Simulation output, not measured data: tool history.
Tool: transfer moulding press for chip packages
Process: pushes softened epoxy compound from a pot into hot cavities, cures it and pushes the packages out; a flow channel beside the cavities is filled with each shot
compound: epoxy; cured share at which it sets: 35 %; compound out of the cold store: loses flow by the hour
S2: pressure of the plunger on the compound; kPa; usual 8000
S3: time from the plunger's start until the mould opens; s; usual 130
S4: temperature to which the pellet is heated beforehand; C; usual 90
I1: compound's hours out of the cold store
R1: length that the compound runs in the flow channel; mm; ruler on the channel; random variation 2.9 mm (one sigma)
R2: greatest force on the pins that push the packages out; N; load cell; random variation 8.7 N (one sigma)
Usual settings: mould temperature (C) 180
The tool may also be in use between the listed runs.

{"run": 1, "hour": 0.0, "mould temperature (C)": 180, "S2": 8000, "S3": 130, "S4": 90, "I1": 17.6, "R1": 532, "R2": 512}
{"hour": 44.0, "done": "cavities cleaned with cleaning compound and waxed"}
{"run": 2, "hour": 67.8, "mould temperature (C)": 180, "S2": 8000, "S3": 130, "S4": 90, "I1": 29.2, "R1": 503, "R2": 629}
{"hour": 102.7, "done": "plunger's sealing rings changed"}
{"run": 3, "hour": 118.0, "mould temperature (C)": 180, "S2": 8000, "S3": 130, "S4": 90, "I1": 21.1, "R1": 535, "R2": 653}
{"hour": 153.4, "done": "cavities cleaned with cleaning compound and waxed"}
{"run": 4, "hour": 199.4, "mould temperature (C)": 180, "S2": 8000, "S3": 116, "S4": 90, "I1": 10.6, "R1": 550, "R2": 577}
{"hour": 263.9, "done": "cavities cleaned with cleaning compound and waxed"}
{"run": 5, "hour": 271.7, "mould temperature (C)": 180, "S2": 9880, "S3": 130, "S4": 90, "I1": 37.1, "R1": 558, "R2": 398}
{"run": 6, "hour": 327.1, "mould temperature (C)": 180, "S2": 9880, "S3": 130, "S4": 90, "I1": 47.1, "R1": 530, "R2": 483}
{"hour": 372.1, "done": "cavities cleaned with cleaning compound and waxed"}
{"run": 7, "hour": 391.9, "mould temperature (C)": 180, "S2": 9880, "S3": 110, "S4": 90, "I1": 45.9, "R1": 528, "R2": 528}
{"hour": 419.7, "done": "plunger's sealing rings changed"}
{"run": 8, "hour": 461.8, "mould temperature (C)": 180, "S2": 9880, "S3": 110, "S4": 90, "I1": 15.4, "R1": 599, "R2": 721}
{"hour": 483.4, "done": "cavities cleaned with cleaning compound and waxed"}
{"run": 9, "hour": 545.9, "mould temperature (C)": 180, "S2": 9880, "S3": 110, "S4": 90, "I1": 44.7, "R1": 534, "R2": 622}
{"hour": 572.2, "done": "cavities cleaned with cleaning compound and waxed, once more"}
{"run": 10, "hour": 608.3, "mould temperature (C)": 180, "S2": 8000, "S3": 130, "S4": 90, "I1": 43.6, "R1": 484, "R2": 424}
{"hour": 676.3, "done": "cavities cleaned with cleaning compound and waxed"}
{"run": 11, "hour": 676.3, "mould temperature (C)": 180, "S2": 8000, "S3": 110, "S4": 90, "I1": 34.5, "R1": 494, "R2": 478}
{"hour": 739.8, "done": "plunger's sealing rings changed"}
{"run": 12, "hour": 754.1, "mould temperature (C)": 180, "S2": 8000, "S3": 130, "S4": 90, "I1": 14.2, "R1": 546, "R2": 521}
{"hour": 789.7, "done": "cavities cleaned with cleaning compound and waxed"}
{"run": 13, "hour": 794.7, "mould temperature (C)": 180, "S2": 8000, "S3": 130, "S4": 90, "I1": 23.5, "R1": 525, "R2": 355}
{"run": 14, "hour": 832.8, "mould temperature (C)": 182, "S2": 6940, "S3": 170, "S4": 93, "I1": 39.5, "R1": 454, "R2": 371}
{"hour": 896.3, "done": "cavities cleaned with cleaning compound and waxed"}
{"run": 15, "hour": 897.8, "mould temperature (C)": 174, "S2": 8880, "S3": 118, "S4": 87, "I1": 28.2, "R1": 565, "R2": 663}
{"run": 16, "hour": 949.0, "mould temperature (C)": 174, "S2": 8880, "S3": 152, "S4": 100, "I1": 44.1, "R1": 527, "R2": 505}

Forecast run 17:
{"hour": 991.6, "done": "mould's thermocouples calibrated"}
{"hour": 1008.7, "done": "cavities cleaned with cleaning compound and waxed"}
{"run": 17, "hour": 1035.8, "mould temperature (C)": 174, "S2": 8880, "S3": 152, "S4": 100, "I1": 26.4, "R1": "?", "R2": "?"}

R1: 567 mm
R2: 508 N
Without the tool's hidden state the same run would have given R1 580 mm, R2 424 N.
